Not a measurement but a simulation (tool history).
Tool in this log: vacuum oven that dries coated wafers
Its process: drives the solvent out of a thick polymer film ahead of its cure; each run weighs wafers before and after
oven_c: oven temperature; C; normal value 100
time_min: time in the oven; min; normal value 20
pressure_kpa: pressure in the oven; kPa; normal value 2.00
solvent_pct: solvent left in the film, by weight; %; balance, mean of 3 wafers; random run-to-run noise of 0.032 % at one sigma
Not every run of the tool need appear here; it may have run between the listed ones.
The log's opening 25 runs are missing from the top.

run	day	oven_c	time_min	pressure_kpa	hours of work since the thermocouples were calibrated	hours of work since the vacuum gauge was cleaned of residue	solvent_pct
# day 68.604: oven's thermocouples calibrated
26	69.558	99	35	3.99	13	404	4.49
27	73.092	101	15	2.30	59	451	3.93
28	76.521	101	15	2.30	104	496	4.02
29	78.642	101	15	2.30	132	524	3.95
30	80.762	101	15	2.30	160	552	4.04
31	83.196	98	26	1.96	192	584	2.76
32	86.362	98	26	1.96	234	625	2.72
33	90.421	98	26	1.96	287	679	2.68
34	93.788	98	26	1.96	331	723	2.77
35	96.942	98	26	1.96	373	765	2.79
36	101.000	98	26	1.96	426	818	2.72
37	104.929	93	22	1.38	478	870	3.34
38	107.192	89	20	2.00	508	899	5.67
39	111.304	100	12	3.34	562	954	6.28
40	114.008	100	14	5.20	597	989	7.37
# day 114.450: oven's thermocouples calibrated
41	116.621	100	14	5.20	29	1022	7.38
# day 117.675: vacuum gauge cleaned of residue and calibrated
42	120.000	100	14	5.20	72	31	7.33
43	123.762	102	12	1.04	122	80	3.64
44	127.104	92	12	3.69	166	124	9.25
45	129.375	100	18	2.87	196	154	4.18
46	132.450	100	18	2.87	236	194	4.13
47	135.792	98	33	2.05	280	238	2.55

4 options for the next run, each taken on its own from the tool as it stands now. Forecast them:
A	138.304	86	13	1.11	313	271	?
B	138.304	98	16	2.05	313	271	?
C	138.304	98	17	2.05	313	271	?
D	138.304	100	20	2.99	313	271	?

run	solvent_pct
A	7.64
B	4.24
C	3.94
D	4.03
Stripped of hidden state, with their random variation kept, the same runs would have yielded:
run	solvent_pct
A	7.63
B	4.24
C	3.94
D	4.03

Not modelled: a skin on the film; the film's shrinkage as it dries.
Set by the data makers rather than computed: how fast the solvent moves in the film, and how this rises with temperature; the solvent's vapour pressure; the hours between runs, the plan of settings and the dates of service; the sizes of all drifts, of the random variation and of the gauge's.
